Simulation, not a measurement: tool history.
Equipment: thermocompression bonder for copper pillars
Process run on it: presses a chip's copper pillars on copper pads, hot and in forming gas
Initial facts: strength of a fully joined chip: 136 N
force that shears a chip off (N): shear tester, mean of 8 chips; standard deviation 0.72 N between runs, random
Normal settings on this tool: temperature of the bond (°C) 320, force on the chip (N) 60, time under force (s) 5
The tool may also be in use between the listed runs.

| run | hour | temperature of the bond (°C) | force on the chip (N) | time under force (s) | force that shears a chip off (N) |
|---|---|---|---|---|---|
| 1 | 0 | 320 | 60 | 5 | 50.6 |
| 2 | 16.6 | 320 | 60 | 5 | 51.1 |
| 3 | 31.6 | 320 | 60 | 5 | 50.4 |
| 4 | 61.1 | 320 | 60 | 5 | 50.7 |
| 5 | 75.3 | 320 | 66 | 5 | 54.3 |
| 6 | 99.2 | 315 | 66 | 5 | 49.7 |
| 7 | 116.7 | 315 | 66 | 5 | 48.6 |
| 8 | 130.7 | 315 | 66 | 5 | 49.6 |
| 9 | 144.4 | 315 | 66 | 5 | 48.4 |
| 10 | 161 | 315 | 66 | 5 | 48.9 |
| 11 | 180.8 | 315 | 66 | 5 | 47.7 |
| 12 | 194.8 | 315 | 66 | 5 | 47.8 |
| 13 | 215.3 | 315 | 66 | 5 | 46.7 |
| 14 | 230.1 | 315 | 66 | 5 | 49 |
| 15 | 244.7 | 315 | 66 | 5 | 47.2 |
|  | 247.8 | force cell calibrated |
| 16 | 275.9 | 320 | 60 | 3 | 37.1 |
| 17 | 303.5 | 320 | 60 | 3 | 36.2 |
| 18 | 329.4 | 320 | 60 | 7 | 50.9 |
| 19 | 348.5 | 320 | 60 | 7 | 50.5 |
| 20 | 363.8 | 320 | 60 | 5 | 43.8 |
| 21 | 377.8 | 299 | 60 | 11 | 44.1 |
|  | 382.6 | force cell calibrated, once more |
| 22 | 406.6 | 299 | 60 | 11 | 46.1 |
| 23 | 423.7 | 299 | 60 | 11 | 45.3 |
| 24 | 438.5 | 320 | 49 | 5 | 38.9 |
| 25 | 456.2 | 297 | 60 | 8 | 38.3 |
| 26 | 476.6 | 320 | 38 | 5 | 30.8 |
| 27 | 505.5 | 320 | 47 | 3 | 29.1 |
| 28 | 528.3 | 330 | 41 | 3 | 30.8 |
| 29 | 547.2 | 340 | 60 | 4 | 52.7 |
| 30 | 565.6 | 320 | 84 | 5 | 54.9 |

What will run 31 give?
| 31 | 582.6 | 320 | 84 | 5 | ? |

Run 31 yielded force that shears a chip off (N) 55.1.
With the hidden condition absent and the run-to-run variation left alone, this run would have shown force that shears a chip off (N) 67.

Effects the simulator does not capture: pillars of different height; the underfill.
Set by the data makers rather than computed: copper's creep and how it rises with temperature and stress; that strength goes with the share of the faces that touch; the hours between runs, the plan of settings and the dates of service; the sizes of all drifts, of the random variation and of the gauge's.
